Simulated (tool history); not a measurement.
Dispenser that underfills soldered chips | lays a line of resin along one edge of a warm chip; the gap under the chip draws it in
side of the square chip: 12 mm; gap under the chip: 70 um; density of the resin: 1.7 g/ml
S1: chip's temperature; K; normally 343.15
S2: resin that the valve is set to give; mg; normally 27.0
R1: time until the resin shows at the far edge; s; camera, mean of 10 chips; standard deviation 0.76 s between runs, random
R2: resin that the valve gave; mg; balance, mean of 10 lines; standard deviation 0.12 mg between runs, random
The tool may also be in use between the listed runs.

run	hour	S1	S2	R1	R2
1	0.0	343.15	27.0	93.8	24.95
# hour 2.6: new syringe of resin
2	6.4	343.15	27.0	86.3	24.76
# hour 10.4: new syringe of resin
3	10.7	343.15	24.5	75.0	22.58
# hour 18.4: new syringe of resin
4	18.7	343.15	24.5	73.5	22.24
5	23.2	343.15	27.0	88.3	24.60
# hour 26.2: new syringe of resin
6	31.1	343.15	27.0	90.2	24.68
# hour 34.3: new syringe of resin
7	35.6	347.15	27.0	63.1	24.55
# hour 42.5: new syringe of resin
8	42.7	343.15	27.0	75.3	24.28
# hour 46.8: dispensing valve cleaned and set on the balance
9	50.4	343.15	27.0	98.4	26.81
# hour 51.6: new syringe of resin
10	54.7	343.15	27.0	82.0	26.90
# hour 59.8: new syringe of resin
11	60.0	343.15	27.0	71.3	26.96
12	64.1	343.15	27.0	86.5	26.70
# hour 68.1: new syringe of resin
13	71.0	341.15	27.0	92.0	26.62
# hour 75.9: new syringe of resin
14	79.1	357.15	27.0	44.4	26.43
# hour 84.1: new syringe of resin
15	85.3	357.15	27.0	39.4	26.35
# hour 91.9: new syringe of resin
16	91.9	357.15	27.0	37.5	26.25
# hour 99.7: new syringe of resin
17	99.9	357.15	27.0	39.6	26.03
18	104.6	357.15	27.0	47.3	25.88
# hour 107.5: new syringe of resin
19	108.8	353.15	26.3	48.7	25.35
20	112.6	353.15	26.3	56.9	25.00
# hour 115.4: new syringe of resin
21	118.0	337.15	27.5	108.8	26.08
# hour 123.2: new syringe of resin
22	124.7	337.15	27.5	105.1	26.12
23	130.5	337.15	27.5	131.8	25.95
# hour 131.1: new syringe of resin
24	136.8	336.15	34.5	129.4	32.20
# hour 139.1: new syringe of resin
25	141.0	350.15	34.8	56.8	32.70
26	144.5	350.15	33.1	66.7	31.16
# hour 147.1: new syringe of resin
27	149.0	346.15	27.8	69.1	25.97
# hour 154.9: new syringe of resin
28	156.7	338.15	33.2	97.2	30.93
29	161.7	338.15	33.2	125.9	30.77
# hour 162.7: new syringe of resin
30	167.2	335.15	30.0	132.1	27.68
# hour 170.6: new syringe of resin
31	172.0	335.15	30.0	113.9	27.40
# hour 178.6: new syringe of resin
32	178.6	343.15	27.2	72.3	24.92
33	185.0	329.15	27.9	196.1	25.19
# hour 186.3: new syringe of resin
34	189.5	345.15	32.5	74.4	29.41

Some steps in R1, run to run, broken into two amounts with sign: the step expected even without the hidden condition (settings, incoming material, random variation), and the rest, left for the hidden condition together with whatever gauge scatter is not in both the measured and the hidden-condition-free result:
The tool's hidden condition here consists of: resin's viscosity, % of fresh resin's; dose that the valve gives, % of what is set; true chip temperature over the reading, C; drift of the gauge itself on fill_s, %; drift of the gauge itself on given_mg, %.
Run 22 -> 23: no setting touched and nothing written in the log between the runs. R1 +26.7 s: hidden state +30.4, all else -3.7.
Run 24 -> 25: S1 336.15 -> 350.15, S2 34.5 -> 34.8, new syringe of resin. R1 -72.6 s: hidden state -27.6, all else -45.0.
Run 32 -> 33: S1 343.15 -> 329.15, S2 27.2 -> 27.9. R1 +123.8 s: hidden state +54.1, all else +69.7.
Run 33 -> 34: S1 329.15 -> 345.15, S2 27.9 -> 32.5, new syringe of resin. R1 -121.7 s: hidden state -45.0, all else -76.7.

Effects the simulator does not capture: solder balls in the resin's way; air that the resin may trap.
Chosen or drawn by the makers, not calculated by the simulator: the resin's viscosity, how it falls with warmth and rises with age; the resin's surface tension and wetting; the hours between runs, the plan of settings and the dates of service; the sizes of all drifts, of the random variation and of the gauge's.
